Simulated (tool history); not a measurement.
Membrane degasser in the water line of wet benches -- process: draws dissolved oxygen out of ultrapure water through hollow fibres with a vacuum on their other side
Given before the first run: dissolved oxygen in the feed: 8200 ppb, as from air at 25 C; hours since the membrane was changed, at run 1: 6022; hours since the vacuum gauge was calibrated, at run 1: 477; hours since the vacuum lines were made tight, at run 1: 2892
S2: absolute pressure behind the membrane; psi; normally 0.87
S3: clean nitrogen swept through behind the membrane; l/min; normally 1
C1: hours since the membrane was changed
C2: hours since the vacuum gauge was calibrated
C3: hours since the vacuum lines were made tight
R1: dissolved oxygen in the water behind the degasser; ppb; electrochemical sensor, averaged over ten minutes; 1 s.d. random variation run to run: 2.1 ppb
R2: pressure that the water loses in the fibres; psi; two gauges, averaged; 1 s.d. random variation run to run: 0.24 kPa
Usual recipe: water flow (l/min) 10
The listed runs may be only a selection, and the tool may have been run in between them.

{"run": 1, "hour": 0.0, "water flow (l/min)": 10, "S2": 0.87, "S3": 1, "C1": 6022, "C2": 477, "C3": 2892, "R1": 204.6, "R2": 8.894}
{"run": 2, "hour": 285.6, "water flow (l/min)": 10, "S2": 0.87, "S3": 1, "C1": 6308, "C2": 762, "C3": 3177, "R1": 205.8, "R2": 8.965}
{"run": 3, "hour": 418.3, "water flow (l/min)": 10, "S2": 0.87, "S3": 1, "C1": 6440, "C2": 895, "C3": 3310, "R1": 206.1, "R2": 9.02}
{"run": 4, "hour": 582.5, "water flow (l/min)": 10, "S2": 0.87, "S3": 1, "C1": 6605, "C2": 1059, "C3": 3474, "R1": 200.3, "R2": 8.92}
{"run": 5, "hour": 783.8, "water flow (l/min)": 10, "S2": 0.87, "S3": 1, "C1": 6806, "C2": 1261, "C3": 3676, "R1": 203.4, "R2": 8.92}
{"run": 6, "hour": 1016.9, "water flow (l/min)": 10, "S2": 0.87, "S3": 1, "C1": 7039, "C2": 1494, "C3": 3909, "R1": 204.9, "R2": 8.946}
{"run": 7, "hour": 1207.6, "water flow (l/min)": 10, "S2": 1.094, "S3": 1, "C1": 7230, "C2": 1684, "C3": 4099, "R1": 237.9, "R2": 8.9}
{"run": 8, "hour": 1385.3, "water flow (l/min)": 10, "S2": 1.094, "S3": 1, "C1": 7407, "C2": 1862, "C3": 4277, "R1": 237.7, "R2": 8.853}
{"run": 9, "hour": 1614.2, "water flow (l/min)": 10, "S2": 1.094, "S3": 1, "C1": 7636, "C2": 2091, "C3": 4506, "R1": 233.5, "R2": 8.936}
{"run": 10, "hour": 1755.8, "water flow (l/min)": 10, "S2": 1.771, "S3": 1, "C1": 7778, "C2": 2233, "C3": 4648, "R1": 345.4, "R2": 8.952}
{"run": 11, "hour": 1915.6, "water flow (l/min)": 10, "S2": 1.771, "S3": 1, "C1": 7938, "C2": 2392, "C3": 4807, "R1": 345.5, "R2": 8.926}
{"hour": 2176.0, "done": "seals of the vacuum lines changed"}
{"run": 12, "hour": 2178.0, "water flow (l/min)": 10, "S2": 1.771, "S3": 1, "C1": 8198, "C2": 2653, "C3": 2, "R1": 351.4, "R2": 8.907}
{"run": 13, "hour": 2412.5, "water flow (l/min)": 10, "S2": 1.771, "S3": 1, "C1": 8433, "C2": 2887, "C3": 236, "R1": 343.3, "R2": 8.924}
{"run": 14, "hour": 2710.2, "water flow (l/min)": 10, "S2": 0.87, "S3": 1.87, "C1": 8730, "C2": 3185, "C3": 534, "R1": 177, "R2": 8.871}
{"run": 15, "hour": 2906.5, "water flow (l/min)": 10, "S2": 0.87, "S3": 1.87, "C1": 8927, "C2": 3381, "C3": 730, "R1": 175.8, "R2": 8.911}
{"run": 16, "hour": 3037.7, "water flow (l/min)": 10, "S2": 0.87, "S3": 2.65, "C1": 9058, "C2": 3513, "C3": 862, "R1": 166.6, "R2": 8.894}
{"run": 17, "hour": 3339.7, "water flow (l/min)": 10, "S2": 0.87, "S3": 2.65, "C1": 9360, "C2": 3815, "C3": 1164, "R1": 166, "R2": 8.924}
{"run": 18, "hour": 3594.8, "water flow (l/min)": 8, "S2": 1.257, "S3": 0.53, "C1": 9615, "C2": 4070, "C3": 1419, "R1": 286.3, "R2": 7.123}
{"run": 19, "hour": 3794.6, "water flow (l/min)": 8, "S2": 1.257, "S3": 0.5, "C1": 9815, "C2": 4269, "C3": 1619, "R1": 300.6, "R2": 7.134}
{"hour": 3909.4, "done": "vacuum gauge calibrated"}
{"run": 20, "hour": 4011.6, "water flow (l/min)": 10, "S2": 1.836, "S3": 2.9, "C1": 10031, "C2": 102, "C3": 1835, "R1": 217.1, "R2": 8.958}
{"run": 21, "hour": 4278.6, "water flow (l/min)": 8, "S2": 1.123, "S3": 1, "C1": 10298, "C2": 369, "C3": 2102, "R1": 187.5, "R2": 7.175}
{"run": 22, "hour": 4465.9, "water flow (l/min)": 10, "S2": 0.722, "S3": 1, "C1": 10485, "C2": 556, "C3": 2289, "R1": 180, "R2": 8.929}
{"run": 23, "hour": 4648.1, "water flow (l/min)": 11, "S2": 0.87, "S3": 1, "C1": 10668, "C2": 739, "C3": 2472, "R1": 230.7, "R2": 9.793}
{"run": 24, "hour": 4923.0, "water flow (l/min)": 10, "S2": 0.87, "S3": 1.08, "C1": 10943, "C2": 1014, "C3": 2746, "R1": 203.1, "R2": 8.959}
{"run": 25, "hour": 5103.3, "water flow (l/min)": 7, "S2": 0.87, "S3": 2.36, "C1": 11123, "C2": 1194, "C3": 2927, "R1": 106.1, "R2": 6.206}
{"run": 26, "hour": 5231.4, "water flow (l/min)": 8, "S2": 0.759, "S3": 2.68, "C1": 11251, "C2": 1322, "C3": 3055, "R1": 116.7, "R2": 7.101}
{"run": 27, "hour": 5380.2, "water flow (l/min)": 8, "S2": 0.759, "S3": 2.68, "C1": 11400, "C2": 1471, "C3": 3204, "R1": 118.2, "R2": 7.104}
{"run": 28, "hour": 5515.7, "water flow (l/min)": 14, "S2": 0.87, "S3": 1.45, "C1": 11535, "C2": 1606, "C3": 3339, "R1": 273.4, "R2": 12.54}
{"run": 29, "hour": 5749.1, "water flow (l/min)": 14, "S2": 0.87, "S3": 1.45, "C1": 11769, "C2": 1840, "C3": 3573, "R1": 272.1, "R2": 12.537}
{"run": 30, "hour": 5914.3, "water flow (l/min)": 10, "S2": 0.669, "S3": 0.81, "C1": 11934, "C2": 2005, "C3": 3738, "R1": 180.9, "R2": 8.901}
{"run": 31, "hour": 6055.9, "water flow (l/min)": 10, "S2": 0.87, "S3": 2.59, "C1": 12075, "C2": 2146, "C3": 3879, "R1": 166.4, "R2": 8.972}

Predict each of these 4 candidate next runs independently; none follows another, all start after run 31:
{"run": "A", "hour": 6271.1, "water flow (l/min)": 10, "S2": 1.475, "S3": 2.18, "C1": 12291, "C2": 2362, "C3": 4095, "R1": "?", "R2": "?"}
{"run": "B", "hour": 6271.1, "water flow (l/min)": 10, "S2": 0.87, "S3": 0.45, "C1": 12291, "C2": 2362, "C3": 4095, "R1": "?", "R2": "?"}
{"run": "C", "hour": 6271.1, "water flow (l/min)": 12, "S2": 0.941, "S3": 2.06, "C1": 12291, "C2": 2362, "C3": 4095, "R1": "?", "R2": "?"}
{"run": "D", "hour": 6271.1, "water flow (l/min)": 11, "S2": 1.53, "S3": 0.93, "C1": 12291, "C2": 2362, "C3": 4095, "R1": "?", "R2": "?"}

run=A R1=216.2 R2=8.924
run=B R1=272 R2=8.927
run=C R1=222.3 R2=10.698
run=D R1=353.8 R2=9.821
The same runs, with their run-to-run variation unchanged, on a tool lacking any hidden condition would have given:
run=A R1=215.3 R2=8.908
run=B R1=271 R2=8.913
run=C R1=221.2 R2=10.681
run=D R1=352.7 R2=9.805
